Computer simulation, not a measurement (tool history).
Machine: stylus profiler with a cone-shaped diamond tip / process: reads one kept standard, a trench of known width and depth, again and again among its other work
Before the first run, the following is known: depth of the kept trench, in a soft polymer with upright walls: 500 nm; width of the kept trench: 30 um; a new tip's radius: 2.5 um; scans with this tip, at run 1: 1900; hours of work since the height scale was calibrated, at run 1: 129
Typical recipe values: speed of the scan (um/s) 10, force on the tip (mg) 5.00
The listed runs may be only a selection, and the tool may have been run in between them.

run	hour	speed of the scan (um/s)	force on the tip (mg)	scans with this tip	hours of work since the height scale was calibrated	depth of the trench (angstrom)	width of the trench's floor (nm)
1	0.0	10	5.00	1900	129	5124.8	26970
2	13.8	6	5.00	1995	136	5125.0	27000
3	27.5	6	5.00	2089	142	5124.5	26950
4	41.8	10	5.00	2188	149	5124.1	26920
5	54.8	10	5.00	2278	155	5124.8	26960
6	63.8	10	5.00	2339	159	5124.0	26990
7	76.1	10	5.75	2424	165	5137.1	26950
8	82.5	10	5.75	2468	168	5136.7	26950
9	93.7	10	5.75	2545	173	5137.1	26930
10	107.2	10	5.75	2638	179	5136.8	26960
11	119.9	10	5.75	2726	185	5137.2	26900
12	127.2	10	10.90	2776	189	5210.3	26980
13	136.9	10	5.00	2843	193	5124.3	26970
14	151.8	10	5.00	2946	200	5124.4	26900
15	162.8	10	2.06	3021	205	5069.0	26920
16	169.4	3	2.06	3067	209	5069.0	26940
17	180.1	10	5.00	3140	214	5124.7	26920
18	191.1	10	5.00	3216	219	5124.4	26940
19	202.5	6	5.00	3295	224	5124.9	26960
20	209.7	6	5.00	3344	227	5124.8	26960
21	217.9	10	5.00	3401	231	5124.9	26920
22	224.2	19	8.33	3444	234	5175.9	26860
23	235.3	19	8.33	3521	239	5175.5	26920
24	244.1	19	8.33	3582	244	5175.6	26940
25	251.1	3	5.00	3629	247	5125.2	26990
26	260.4	3	5.00	3694	251	5125.0	26950
27	275.1	3	5.00	3795	258	5124.9	26970
28	288.5	3	1.80	3887	264	5063.1	27020
29	299.9	9	3.52	3965	270	5099.2	26960
30	312.6	4	4.81	4053	276	5121.5	26990
31	327.5	10	1.96	4156	283	5067.2	26870
32	334.3	4	2.56	4203	286	5080.0	26950
33	340.4	7	13.84	4245	289	5246.6	26920
34	355.3	5	7.32	4347	296	5161.3	26970
35	366.7	4	3.41	4426	301	5096.6	26990
36	374.5	18	4.05	4480	305	5108.1	26930
37	386.4	18	4.05	4561	310	5108.6	26780
38	393.9	18	4.05	4613	314	5108.6	26870
39	407.8	24	3.65	4709	320	5101.3	26840
40	415.7	5	2.36	4763	324	5075.3	26940
41	421.9	6	5.20	4806	327	5128.0	26950
42	430.3	6	5.20	4864	331	5128.1	27010

Forecast each of these 4 alternatives for the next run:
A	439.0	9	2.98	4924	335	?	?
B	439.0	9	10.31	4924	335	?	?
C	439.0	16	3.87	4924	335	?	?
D	439.0	21	5.44	4924	335	?	?

run	depth of the trench (angstrom)	width of the trench's floor (nm)
A	5088.1	26910
B	5202.3	27000
C	5104.9	26900
D	5131.8	26950
Without the tool's hidden state the same runs would have given:
run	depth of the trench (angstrom)	width of the trench's floor (nm)
A	5088.0	26910
B	5202.2	27010
C	5104.8	26900
D	5131.7	26960
